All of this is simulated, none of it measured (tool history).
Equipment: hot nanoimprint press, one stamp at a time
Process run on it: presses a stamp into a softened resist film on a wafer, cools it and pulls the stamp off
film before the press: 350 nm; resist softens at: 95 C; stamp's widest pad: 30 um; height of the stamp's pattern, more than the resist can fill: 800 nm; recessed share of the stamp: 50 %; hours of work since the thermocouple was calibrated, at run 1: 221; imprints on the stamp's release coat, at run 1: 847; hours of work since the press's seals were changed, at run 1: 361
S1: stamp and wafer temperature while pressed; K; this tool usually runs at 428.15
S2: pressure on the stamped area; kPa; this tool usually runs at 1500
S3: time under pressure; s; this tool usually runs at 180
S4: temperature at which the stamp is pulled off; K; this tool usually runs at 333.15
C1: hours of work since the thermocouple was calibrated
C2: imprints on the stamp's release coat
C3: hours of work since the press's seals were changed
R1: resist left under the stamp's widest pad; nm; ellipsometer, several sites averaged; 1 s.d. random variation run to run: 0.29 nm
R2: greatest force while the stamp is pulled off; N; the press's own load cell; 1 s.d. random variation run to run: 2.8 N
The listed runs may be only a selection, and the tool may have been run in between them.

| run | hour | S1 | S2 | S3 | S4 | C1 | C2 | C3 | R1 | R2 |
|---|---|---|---|---|---|---|---|---|---|---|
| 1 | 0.0 | 428.15 | 1500 | 180 | 333.15 | 221 | 847 | 361 | 170.9 | 164 |
| 2 | 16.5 | 428.15 | 1500 | 180 | 333.15 | 231 | 886 | 371 | 171.0 | 168 |
| 3 | 26.4 | 428.15 | 1500 | 180 | 333.15 | 237 | 909 | 377 | 170.8 | 168 |
| 4 | 40.7 | 416.15 | 1500 | 180 | 333.15 | 246 | 943 | 386 | 251.4 | 161 |
| 5 | 56.5 | 422.15 | 1500 | 180 | 333.15 | 255 | 980 | 396 | 209.1 | 169 |
| 6 | 69.5 | 428.15 | 1320 | 180 | 333.15 | 263 | 1011 | 404 | 181.6 | 165 |
| 7 | 89.2 | 428.15 | 1230 | 180 | 333.15 | 275 | 1057 | 416 | 187.5 | 164 |
| 8 | 99.7 | 428.15 | 1230 | 180 | 333.15 | 282 | 1082 | 422 | 187.9 | 167 |
| 9 | 108.6 | 432.15 | 1500 | 180 | 333.15 | 287 | 1103 | 428 | 148.3 | 167 |
|  | 120.5 | plate thermocouple calibrated |
| 10 | 130.4 | 437.15 | 1500 | 180 | 333.15 | 6 | 1147 | 439 | 126.1 | 168 |
| 11 | 140.5 | 437.15 | 1500 | 180 | 333.15 | 12 | 1171 | 445 | 126.0 | 163 |
| 12 | 150.1 | 428.15 | 1500 | 180 | 333.15 | 18 | 1193 | 451 | 171.7 | 169 |
| 13 | 165.4 | 428.15 | 1500 | 180 | 333.15 | 28 | 1229 | 461 | 171.7 | 163 |
| 14 | 184.8 | 428.15 | 1500 | 180 | 333.15 | 40 | 1275 | 472 | 171.6 | 166 |
| 15 | 203.5 | 428.15 | 1500 | 180 | 333.15 | 51 | 1319 | 484 | 172.0 | 168 |
| 16 | 219.6 | 431.15 | 1500 | 180 | 333.15 | 61 | 1357 | 494 | 154.7 | 163 |
| 17 | 237.3 | 428.15 | 1500 | 110 | 321.15 | 72 | 1399 | 505 | 202.5 | 188 |
| 18 | 252.9 | 416.15 | 1920 | 207 | 332.15 | 81 | 1436 | 514 | 223.4 | 164 |
| 19 | 266.2 | 428.15 | 1500 | 149 | 322.15 | 89 | 1467 | 522 | 183.6 | 178 |
|  | 279.2 | stamp cleaned and given a new release coat |
| 20 | 291.6 | 428.15 | 1500 | 149 | 322.15 | 101 | 30 | 534 | 183.3 | 183 |
| 21 | 311.3 | 428.15 | 1500 | 149 | 322.15 | 113 | 76 | 546 | 184.1 | 183 |
| 22 | 326.7 | 421.15 | 1480 | 98 | 333.15 | 123 | 112 | 556 | 257.2 | 169 |
| 23 | 337.5 | 421.15 | 1480 | 98 | 333.15 | 130 | 138 | 562 | 256.8 | 166 |
| 24 | 350.2 | 424.15 | 1150 | 327 | 331.15 | 137 | 168 | 570 | 184.9 | 167 |
| 25 | 369.5 | 435.15 | 1050 | 180 | 324.15 | 149 | 213 | 582 | 163.3 | 180 |
| 26 | 381.6 | 435.15 | 1050 | 180 | 324.15 | 157 | 242 | 590 | 163.4 | 176 |
| 27 | 396.6 | 435.15 | 1050 | 180 | 324.15 | 166 | 277 | 599 | 163.7 | 178 |
| 28 | 411.5 | 435.15 | 1050 | 116 | 321.15 | 175 | 312 | 608 | 189.8 | 184 |
| 29 | 421.9 | 435.15 | 1050 | 116 | 321.15 | 181 | 337 | 614 | 190.6 | 190 |

Had the tool no unlogged condition, and each run kept its random variation, what would the results have been?
Hidden conditions of the tool in this case: true temperature over the reading, C; pressure that arrives at the usual setting, %; grip of the stamp's worn release coat, % over a new coat's; drift of the gauge itself on residual_nm, %; drift of the gauge itself on pull_off_n, %.
| run | R1 |
|---|---|
| 1 | 171.0 |
| 2 | 171.0 |
| 3 | 170.7 |
| 4 | 251.1 |
| 5 | 208.6 |
| 6 | 181.2 |
| 7 | 186.9 |
| 8 | 187.2 |
| 9 | 147.7 |
| 10 | 125.3 |
| 11 | 125.2 |
| 12 | 170.6 |
| 13 | 170.4 |
| 14 | 170.2 |
| 15 | 170.4 |
| 16 | 153.2 |
| 17 | 200.4 |
| 18 | 220.9 |
| 19 | 181.5 |
| 20 | 181.1 |
| 21 | 181.6 |
| 22 | 253.7 |
| 23 | 253.1 |
| 24 | 182.2 |
| 25 | 160.7 |
| 26 | 160.7 |
| 27 | 161.0 |
| 28 | 186.4 |
| 29 | 187.2 |
R2: within 2 N of the measured result in every run.
